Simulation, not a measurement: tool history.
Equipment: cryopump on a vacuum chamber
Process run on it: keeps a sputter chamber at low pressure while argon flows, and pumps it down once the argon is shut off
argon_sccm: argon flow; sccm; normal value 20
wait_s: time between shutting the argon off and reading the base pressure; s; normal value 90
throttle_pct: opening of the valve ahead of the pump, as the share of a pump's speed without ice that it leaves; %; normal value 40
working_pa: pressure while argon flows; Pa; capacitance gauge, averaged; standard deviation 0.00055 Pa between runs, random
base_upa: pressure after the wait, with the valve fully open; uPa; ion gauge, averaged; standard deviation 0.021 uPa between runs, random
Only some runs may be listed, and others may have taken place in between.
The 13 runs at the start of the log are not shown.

| run | hour | argon_sccm | wait_s | throttle_pct | working_pa | base_upa |
|---|---|---|---|---|---|---|
| 14 | 295.0 | 20 | 90 | 40 | 0.0619 | 2.09 |
| 15 | 320.1 | 20 | 90 | 40 | 0.0623 | 2.07 |
| 16 | 336.3 | 20 | 90 | 40 | 0.0628 | 2.14 |
| 17 | 349.6 | 20 | 90 | 40 | 0.0623 | 2.18 |
| 18 | 368.1 | 24 | 90 | 40 | 0.0764 | 2.21 |
| 19 | 390.8 | 24 | 90 | 40 | 0.0753 | 2.24 |
| 20 | 405.4 | 24 | 155 | 40 | 0.0752 | 2.14 |
| 21 | 433.7 | 36 | 233 | 53 | 0.0885 | 2.15 |
| 22 | 455.3 | 12 | 55 | 33 | 0.0449 | 2.41 |
| 23 | 471.5 | 39 | 100 | 57 | 0.0905 | 2.33 |
| 24 | 486.2 | 11 | 72 | 17 | 0.0777 | 2.46 |
| 25 | 501.5 | 11 | 72 | 17 | 0.0784 | 2.41 |
| 26 | 532.8 | 11 | 72 | 17 | 0.0776 | 2.43 |
| 27 | 557.7 | 26 | 90 | 35 | 0.0938 | 2.51 |
| 28 | 574.3 | 26 | 90 | 35 | 0.0937 | 2.46 |
| 29 | 598.7 | 40 | 39 | 22 | 0.2214 | 2.85 |
| 30 | 623.3 | 39 | 142 | 22 | 0.2170 | 2.48 |
| 31 | 641.5 | 13 | 299 | 49 | 0.0362 | 2.47 |

For run 32, what comes out?
| 32 | 666.0 | 35 | 299 | 18 | ? | ? |

For run 32 the tool returned working_pa 0.2367 Pa, base_upa 2.54 uPa.
On a tool with no hidden condition, and with the same random variation, this run would have come out at working_pa 0.2248 Pa, base_upa 0.29 uPa.
